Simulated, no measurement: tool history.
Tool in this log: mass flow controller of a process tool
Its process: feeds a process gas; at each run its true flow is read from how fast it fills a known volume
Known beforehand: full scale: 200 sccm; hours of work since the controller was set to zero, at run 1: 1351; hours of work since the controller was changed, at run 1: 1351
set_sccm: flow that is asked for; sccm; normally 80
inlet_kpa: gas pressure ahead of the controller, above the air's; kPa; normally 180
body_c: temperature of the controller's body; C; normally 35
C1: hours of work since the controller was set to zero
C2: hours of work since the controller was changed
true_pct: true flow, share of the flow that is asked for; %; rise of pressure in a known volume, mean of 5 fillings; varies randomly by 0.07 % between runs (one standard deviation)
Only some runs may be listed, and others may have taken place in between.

{"run": 1, "day": 0.0, "set_sccm": 80, "inlet_kpa": 180, "body_c": 35, "C1": 1351, "C2": 1351, "true_pct": 97.23}
{"run": 2, "day": 3.679, "set_sccm": 80, "inlet_kpa": 243, "body_c": 35, "C1": 1407, "C2": 1407, "true_pct": 96.69}
{"run": 3, "day": 6.55, "set_sccm": 80, "inlet_kpa": 243, "body_c": 35, "C1": 1451, "C2": 1451, "true_pct": 96.76}
{"run": 4, "day": 9.721, "set_sccm": 80, "inlet_kpa": 180, "body_c": 35, "C1": 1500, "C2": 1500, "true_pct": 97.42}
{"run": 5, "day": 11.812, "set_sccm": 80, "inlet_kpa": 180, "body_c": 35, "C1": 1532, "C2": 1532, "true_pct": 97.35}
{"run": 6, "day": 14.425, "set_sccm": 80, "inlet_kpa": 180, "body_c": 35, "C1": 1572, "C2": 1572, "true_pct": 97.32}
{"run": 7, "day": 17.054, "set_sccm": 80, "inlet_kpa": 180, "body_c": 35, "C1": 1612, "C2": 1612, "true_pct": 97.37}
{"run": 8, "day": 19.154, "set_sccm": 80, "inlet_kpa": 180, "body_c": 35, "C1": 1644, "C2": 1644, "true_pct": 97.57}
{"run": 9, "day": 22.304, "set_sccm": 80, "inlet_kpa": 180, "body_c": 35, "C1": 1693, "C2": 1693, "true_pct": 97.49}
{"run": 10, "day": 24.083, "set_sccm": 80, "inlet_kpa": 180, "body_c": 35, "C1": 1720, "C2": 1720, "true_pct": 97.53}
{"run": 11, "day": 26.279, "set_sccm": 80, "inlet_kpa": 180, "body_c": 35, "C1": 1754, "C2": 1754, "true_pct": 97.61}
{"run": 12, "day": 29.904, "set_sccm": 80, "inlet_kpa": 180, "body_c": 35, "C1": 1809, "C2": 1809, "true_pct": 97.61}
{"run": 13, "day": 33.504, "set_sccm": 80, "inlet_kpa": 180, "body_c": 35, "C1": 1864, "C2": 1864, "true_pct": 97.68}
{"run": 14, "day": 35.542, "set_sccm": 80, "inlet_kpa": 180, "body_c": 35, "C1": 1896, "C2": 1896, "true_pct": 97.79}
{"run": 15, "day": 38.017, "set_sccm": 80, "inlet_kpa": 180, "body_c": 35, "C1": 1934, "C2": 1934, "true_pct": 97.7}
{"run": 16, "day": 42.0, "set_sccm": 80, "inlet_kpa": 180, "body_c": 35, "C1": 1995, "C2": 1995, "true_pct": 97.82}
{"run": 17, "day": 46.067, "set_sccm": 35, "inlet_kpa": 180, "body_c": 35, "C1": 2057, "C2": 2057, "true_pct": 97.04}
{"day": 47.096, "done": "gauge calibrated"}
{"run": 18, "day": 50.162, "set_sccm": 80, "inlet_kpa": 180, "body_c": 35, "C1": 2120, "C2": 2120, "true_pct": 97.12}
{"run": 19, "day": 53.721, "set_sccm": 80, "inlet_kpa": 180, "body_c": 35, "C1": 2174, "C2": 2174, "true_pct": 97.32}
{"run": 20, "day": 57.079, "set_sccm": 80, "inlet_kpa": 180, "body_c": 29, "C1": 2226, "C2": 2226, "true_pct": 97.86}
{"run": 21, "day": 59.304, "set_sccm": 97, "inlet_kpa": 180, "body_c": 30, "C1": 2260, "C2": 2260, "true_pct": 98.03}
{"run": 22, "day": 62.725, "set_sccm": 39, "inlet_kpa": 180, "body_c": 28, "C1": 2313, "C2": 2313, "true_pct": 97.45}
{"run": 23, "day": 66.121, "set_sccm": 39, "inlet_kpa": 180, "body_c": 28, "C1": 2365, "C2": 2365, "true_pct": 97.36}
{"run": 24, "day": 70.096, "set_sccm": 52, "inlet_kpa": 180, "body_c": 26, "C1": 2426, "C2": 2426, "true_pct": 98.07}
{"run": 25, "day": 73.438, "set_sccm": 52, "inlet_kpa": 180, "body_c": 26, "C1": 2477, "C2": 2477, "true_pct": 98.18}
{"run": 26, "day": 75.896, "set_sccm": 52, "inlet_kpa": 180, "body_c": 26, "C1": 2515, "C2": 2515, "true_pct": 98.0}
{"run": 27, "day": 79.333, "set_sccm": 52, "inlet_kpa": 180, "body_c": 31, "C1": 2567, "C2": 2567, "true_pct": 97.62}
{"run": 28, "day": 81.733, "set_sccm": 80, "inlet_kpa": 180, "body_c": 27, "C1": 2604, "C2": 2604, "true_pct": 98.62}
{"run": 29, "day": 85.246, "set_sccm": 38, "inlet_kpa": 265, "body_c": 32, "C1": 2658, "C2": 2658, "true_pct": 96.77}
{"run": 30, "day": 87.738, "set_sccm": 139, "inlet_kpa": 151, "body_c": 35, "C1": 2696, "C2": 2696, "true_pct": 99.19}
{"run": 31, "day": 89.579, "set_sccm": 24, "inlet_kpa": 204, "body_c": 30, "C1": 2724, "C2": 2724, "true_pct": 97.23}
{"run": 32, "day": 92.088, "set_sccm": 112, "inlet_kpa": 141, "body_c": 27, "C1": 2763, "C2": 2763, "true_pct": 99.43}
{"run": 33, "day": 96.196, "set_sccm": 112, "inlet_kpa": 141, "body_c": 27, "C1": 2826, "C2": 2826, "true_pct": 99.49}
{"run": 34, "day": 98.296, "set_sccm": 80, "inlet_kpa": 225, "body_c": 35, "C1": 2858, "C2": 2858, "true_pct": 97.72}
{"run": 35, "day": 101.104, "set_sccm": 98, "inlet_kpa": 180, "body_c": 35, "C1": 2901, "C2": 2901, "true_pct": 98.17}
{"run": 36, "day": 104.392, "set_sccm": 37, "inlet_kpa": 187, "body_c": 29, "C1": 2951, "C2": 2951, "true_pct": 97.91}
{"run": 37, "day": 106.446, "set_sccm": 37, "inlet_kpa": 187, "body_c": 29, "C1": 2983, "C2": 2983, "true_pct": 98.02}
{"run": 38, "day": 109.754, "set_sccm": 37, "inlet_kpa": 187, "body_c": 29, "C1": 3034, "C2": 3034, "true_pct": 98.09}
{"run": 39, "day": 111.662, "set_sccm": 37, "inlet_kpa": 222, "body_c": 29, "C1": 3063, "C2": 3063, "true_pct": 97.73}
{"run": 40, "day": 114.492, "set_sccm": 83, "inlet_kpa": 180, "body_c": 33, "C1": 3106, "C2": 3106, "true_pct": 98.5}

Table of differences, measured result less the result of that run with no hidden state. Run-to-run variation is the same in both. Gauge scatter possibly is not:
The tool's hidden condition here consists of: flow at rest that the sensor doesn't see, % of full scale; true flow over the shown one, %; drift of the gauge itself on true_pct, %.
run=1 true_pct=+0.00
run=2 true_pct=+0.06
run=3 true_pct=+0.11
run=4 true_pct=+0.16
run=5 true_pct=+0.20
run=6 true_pct=+0.24
run=7 true_pct=+0.28
run=8 true_pct=+0.32
run=9 true_pct=+0.37
run=10 true_pct=+0.39
run=11 true_pct=+0.43
run=12 true_pct=+0.49
run=13 true_pct=+0.55
run=14 true_pct=+0.59
run=15 true_pct=+0.62
run=16 true_pct=+0.69
run=17 true_pct=+0.76
run=18 true_pct=+0.04
run=19 true_pct=+0.10
run=20 true_pct=+0.17
run=21 true_pct=+0.20
run=22 true_pct=+0.26
run=23 true_pct=+0.31
run=24 true_pct=+0.38
run=25 true_pct=+0.44
run=26 true_pct=+0.48
run=27 true_pct=+0.53
run=28 true_pct=+0.58
run=29 true_pct=+0.62
run=30 true_pct=+0.68
run=31 true_pct=+0.69
run=32 true_pct=+0.76
run=33 true_pct=+0.82
run=34 true_pct=+0.84
run=35 true_pct=+0.90
run=36 true_pct=+0.94
run=37 true_pct=+0.97
run=38 true_pct=+1.03
run=39 true_pct=+1.06
run=40 true_pct=+1.11
